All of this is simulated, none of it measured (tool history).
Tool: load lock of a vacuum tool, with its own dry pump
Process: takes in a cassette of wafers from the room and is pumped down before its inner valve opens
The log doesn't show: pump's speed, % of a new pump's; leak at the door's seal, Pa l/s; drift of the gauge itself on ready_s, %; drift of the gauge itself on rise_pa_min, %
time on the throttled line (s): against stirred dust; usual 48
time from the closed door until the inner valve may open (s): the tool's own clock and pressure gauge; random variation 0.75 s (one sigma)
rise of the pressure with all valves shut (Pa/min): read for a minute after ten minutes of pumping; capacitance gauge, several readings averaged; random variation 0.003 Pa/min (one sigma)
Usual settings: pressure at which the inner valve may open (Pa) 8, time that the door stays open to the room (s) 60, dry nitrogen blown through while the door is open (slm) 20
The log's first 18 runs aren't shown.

run	hour	time on the throttled line (s)	pressure at which the inner valve may open (Pa)	time that the door stays open to the room (s)	dry nitrogen blown through while the door is open (slm)	hours that the pump has run since its overhaul	times that the door has closed on its seal	incoming humidity of the room's air, %	time from the closed door until the inner valve may open (s)	rise of the pressure with all valves shut (Pa/min)
19	5937.5	88	8	60	20	2112	45104	46.4	148.9	0.399
20	6141.4	80	8	75	23	2316	46020	47.9	143.2	0.424
21	6365	80	8	75	23	2539	47025	43.7	142.3	0.441
22	6704.9	29	9	75	23	2879	48552	45.3	104.6	0.459
23	7052.1	29	9	75	23	3227	50113	49.3	106.1	0.477
24	7457.2	29	9	75	23	3632	51933	46.1	106.4	0.487
25	7884.6	29	9	75	23	4059	53854	43.3	108.8	0.529
26	8169.1	48	7	112	20	4344	55132	44.3	125.2	0.544
# hour 8428.3: door's seal changed, seat wiped
27	8584.9	42	8	194	20	4758	703	42.3	120.6	0.038
28	8788.9	42	8	194	20	4962	1620	50.6	120.1	0.052
29	9050	42	8	194	20	5223	2793	45.8	120.8	0.049
30	9303.3	32	8	194	7	5476	3931	48.4	114.8	0.096
31	9506.4	32	8	194	7	5679	4844	43.7	113.6	0.088
32	9904.2	29	8	60	4	6077	6631	47	113.3	0.067
33	10095.6	29	8	60	11	6269	7492	47.3	115	0.06
34	10381.2	29	8	60	17	6554	8775	43.6	113.6	0.06
35	10766.9	48	8	140	20	6940	10508	44.2	130	0.073
36	10985	48	8	140	20	7158	11488	41.9	128.5	0.078
37	11193.6	48	10	213	40	7366	12425	44.1	126.9	0.079
38	11660.5	48	8	183	26	7833	14523	43.8	131.2	0.1

Forecast each of these 3 alternatives for the next run:
A	12088.5	34	10	94	26	8261	16447	42.6	?	?
B	12088.5	87	16	34	20	8261	16447	45	?	?
C	12088.5	48	10	60	19	8261	16447	42.4	?	?

run	time from the closed door until the inner valve may open (s)	rise of the pressure with all valves shut (Pa/min)
A	118.7	0.1
B	151.5	0.082
C	131.2	0.102
Without the tool's hidden state the same runs would have given:
run	time from the closed door until the inner valve may open (s)	rise of the pressure with all valves shut (Pa/min)
A	101.5	0.021
B	138.4	0.006
C	114.4	0.024
